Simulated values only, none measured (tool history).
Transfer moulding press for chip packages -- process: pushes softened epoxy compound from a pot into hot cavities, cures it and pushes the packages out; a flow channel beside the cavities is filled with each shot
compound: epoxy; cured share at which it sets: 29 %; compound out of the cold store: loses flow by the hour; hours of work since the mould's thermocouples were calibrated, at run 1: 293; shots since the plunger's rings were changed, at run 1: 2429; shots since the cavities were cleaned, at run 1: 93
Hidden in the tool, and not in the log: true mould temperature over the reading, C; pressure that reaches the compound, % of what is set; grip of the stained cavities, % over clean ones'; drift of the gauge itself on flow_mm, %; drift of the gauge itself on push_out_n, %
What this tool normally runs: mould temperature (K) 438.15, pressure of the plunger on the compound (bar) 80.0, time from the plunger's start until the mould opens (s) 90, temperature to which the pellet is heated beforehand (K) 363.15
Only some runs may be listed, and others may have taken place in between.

run,hour,mould temperature (K),pressure of the plunger on the compound (bar),time from the plunger's start until the mould opens (s),temperature to which the pellet is heated beforehand (K),hours of work since the mould's thermocouples were calibrated,shots since the plunger's rings were changed,shots since the cavities were cleaned,incoming compound's hours out of the cold store,length that the compound runs in the flow channel (mm),greatest force on the pins that push the packages out (N)
1,0.0,438.15,80.0,90,363.15,293,2429,93,32.3,793,433
2,9.9,438.15,77.4,90,363.15,300,2567,231,20.6,835,486
3,19.8,438.15,77.4,90,358.15,308,2706,370,43.0,728,529
4,26.6,438.15,77.4,90,358.15,313,2801,465,18.0,845,621
5,33.9,438.15,77.4,90,358.15,318,2903,567,22.9,824,638
6,39.7,438.15,77.4,90,358.15,323,2984,648,17.8,852,659
7,50.6,438.15,80.0,90,363.15,331,3136,800,24.7,822,641
# hour 53.6: mould's thermocouples calibrated
8,59.6,438.15,80.0,90,363.15,5,3233,897,19.0,857,682
# hour 68.7: cavities cleaned with cleaning compound and waxed
9,68.7,438.15,80.0,90,363.15,10,3340,1,23.6,816,413
10,77.9,438.15,80.0,90,363.15,17,3468,129,21.8,831,473
11,88.2,438.15,92.3,90,363.15,25,3612,273,44.8,765,507
# hour 100.4: plunger's sealing rings changed
12,100.9,435.15,80.0,86,363.15,33,8,416,27.9,880,805
13,109.7,435.15,80.0,86,363.15,39,129,537,28.4,863,858
14,117.0,435.15,80.0,86,363.15,45,232,640,27.5,873,874
# hour 121.3: mould's thermocouples calibrated, once more
15,126.2,435.15,80.0,86,363.15,4,332,740,45.3,766,738
16,134.2,435.15,80.0,86,363.15,10,444,852,19.6,909,884
17,141.1,443.15,80.0,86,367.15,15,540,948,27.8,826,505
# hour 146.2: cavities cleaned with cleaning compound and waxed
18,148.2,443.15,80.0,86,367.15,19,619,28,21.6,855,323
19,155.9,441.15,80.0,86,366.15,25,727,136,47.2,731,373

Forecast each of these 5 alternatives for the next run:
A,167.0,430.15,80.0,72,359.15,34,882,291,35.3,?,?
B,167.0,438.15,80.0,86,355.15,34,882,291,19.8,?,?
C,167.0,444.15,63.8,90,362.15,34,882,291,45.4,?,?
D,167.0,437.15,65.7,90,368.15,34,882,291,22.3,?,?
E,167.0,438.15,80.0,117,354.15,34,882,291,37.1,?,?

run,length that the compound runs in the flow channel (mm),greatest force on the pins that push the packages out (N)
A,848,1377
B,887,561
C,645,393
D,792,546
E,794,407
Without the tool's unlogged condition, the same runs would have read:
run,length that the compound runs in the flow channel (mm),greatest force on the pins that push the packages out (N)
A,863,972
B,903,397
C,657,274
D,807,384
E,808,288
